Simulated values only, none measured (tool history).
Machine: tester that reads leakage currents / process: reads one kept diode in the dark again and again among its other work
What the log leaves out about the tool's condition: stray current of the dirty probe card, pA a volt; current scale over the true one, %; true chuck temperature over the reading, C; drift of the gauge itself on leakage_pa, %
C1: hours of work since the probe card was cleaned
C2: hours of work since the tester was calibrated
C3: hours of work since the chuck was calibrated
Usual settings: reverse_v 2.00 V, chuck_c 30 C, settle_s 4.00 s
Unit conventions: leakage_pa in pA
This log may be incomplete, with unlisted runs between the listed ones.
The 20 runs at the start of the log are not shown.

{"run": 21, "hour": 1050.7, "reverse_v": 2.0, "chuck_c": 45, "settle_s": 1.07, "C1": 765, "C2": 860, "C3": 523, "leakage_pa": 567.91}
{"hour": 1093.2, "done": "chuck's temperature calibrated"}
{"run": 22, "hour": 1129.5, "reverse_v": 4.33, "chuck_c": 45, "settle_s": 1.75, "C1": 818, "C2": 913, "C3": 25, "leakage_pa": 748.75}
{"run": 23, "hour": 1182.6, "reverse_v": 10.97, "chuck_c": 45, "settle_s": 1.05, "C1": 855, "C2": 950, "C3": 62, "leakage_pa": 1052.24}
{"run": 24, "hour": 1252.8, "reverse_v": 2.0, "chuck_c": 29, "settle_s": 0.5, "C1": 904, "C2": 999, "C3": 111, "leakage_pa": 147.71}
{"run": 25, "hour": 1287.5, "reverse_v": 2.0, "chuck_c": 29, "settle_s": 0.5, "C1": 929, "C2": 1023, "C3": 136, "leakage_pa": 148.05}
{"run": 26, "hour": 1336.4, "reverse_v": 2.0, "chuck_c": 31, "settle_s": 6.15, "C1": 963, "C2": 1058, "C3": 170, "leakage_pa": 175.57}
{"run": 27, "hour": 1367.9, "reverse_v": 2.0, "chuck_c": 41, "settle_s": 7.46, "C1": 985, "C2": 1080, "C3": 192, "leakage_pa": 408.92}
{"run": 28, "hour": 1434.4, "reverse_v": 2.0, "chuck_c": 41, "settle_s": 7.46, "C1": 1031, "C2": 1126, "C3": 238, "leakage_pa": 405.97}
{"run": 29, "hour": 1472.2, "reverse_v": 2.0, "chuck_c": 41, "settle_s": 7.46, "C1": 1058, "C2": 1152, "C3": 265, "leakage_pa": 407.39}
{"run": 30, "hour": 1535.8, "reverse_v": 4.24, "chuck_c": 21, "settle_s": 7.46, "C1": 1102, "C2": 1197, "C3": 309, "leakage_pa": 94.31}
{"run": 31, "hour": 1602.0, "reverse_v": 7.3, "chuck_c": 56, "settle_s": 0.32, "C1": 1148, "C2": 1243, "C3": 355, "leakage_pa": 2124.19}
{"run": 32, "hour": 1677.5, "reverse_v": 7.43, "chuck_c": 30, "settle_s": 4.0, "C1": 1201, "C2": 1296, "C3": 408, "leakage_pa": 261.58}
{"run": 33, "hour": 1752.5, "reverse_v": 2.0, "chuck_c": 38, "settle_s": 0.51, "C1": 1253, "C2": 1348, "C3": 460, "leakage_pa": 321.02}
{"hour": 1803.5, "done": "probe card cleaned and baked"}
{"run": 34, "hour": 1816.6, "reverse_v": 2.0, "chuck_c": 38, "settle_s": 0.51, "C1": 9, "C2": 1391, "C3": 503, "leakage_pa": 321.02}
{"run": 35, "hour": 1883.0, "reverse_v": 7.62, "chuck_c": 30, "settle_s": 4.0, "C1": 56, "C2": 1437, "C3": 549, "leakage_pa": 262.9}
{"hour": 1890.6, "done": "chuck's temperature calibrated"}
{"run": 36, "hour": 1921.4, "reverse_v": 7.62, "chuck_c": 30, "settle_s": 4.0, "C1": 81, "C2": 1463, "C3": 22, "leakage_pa": 261.36}
{"run": 37, "hour": 1953.0, "reverse_v": 9.28, "chuck_c": 30, "settle_s": 0.43, "C1": 103, "C2": 1485, "C3": 44, "leakage_pa": 285.94}
{"run": 38, "hour": 2002.4, "reverse_v": 9.28, "chuck_c": 30, "settle_s": 0.43, "C1": 137, "C2": 1519, "C3": 78, "leakage_pa": 286.71}
{"run": 39, "hour": 2060.0, "reverse_v": 9.28, "chuck_c": 30, "settle_s": 0.43, "C1": 178, "C2": 1559, "C3": 118, "leakage_pa": 285.56}

Here are 5 independent what-if runs from the current tool condition. What would each one return?
{"run": "A", "hour": 2098.2, "reverse_v": 1.04, "chuck_c": 30, "settle_s": 9.37, "C1": 204, "C2": 1586, "C3": 145, "leakage_pa": "?"}
{"run": "B", "hour": 2098.2, "reverse_v": 16.67, "chuck_c": 34, "settle_s": 0.59, "C1": 204, "C2": 1586, "C3": 145, "leakage_pa": "?"}
{"run": "C", "hour": 2098.2, "reverse_v": 4.27, "chuck_c": 30, "settle_s": 7.26, "C1": 204, "C2": 1586, "C3": 145, "leakage_pa": "?"}
{"run": "D", "hour": 2098.2, "reverse_v": 7.74, "chuck_c": 30, "settle_s": 4.0, "C1": 204, "C2": 1586, "C3": 145, "leakage_pa": "?"}
{"run": "E", "hour": 2098.2, "reverse_v": 2.0, "chuck_c": 30, "settle_s": 0.36, "C1": 204, "C2": 1586, "C3": 145, "leakage_pa": "?"}

run=A leakage_pa=126.05
run=B leakage_pa=502.23
run=C leakage_pa=212.87
run=D leakage_pa=264.51
run=E leakage_pa=161.45
The same runs, with their run-to-run variation unchanged, on a tool lacking any hidden condition would have given:
run=A leakage_pa=126.01
run=B leakage_pa=502.02
run=C leakage_pa=212.79
run=D leakage_pa=264.40
run=E leakage_pa=161.40
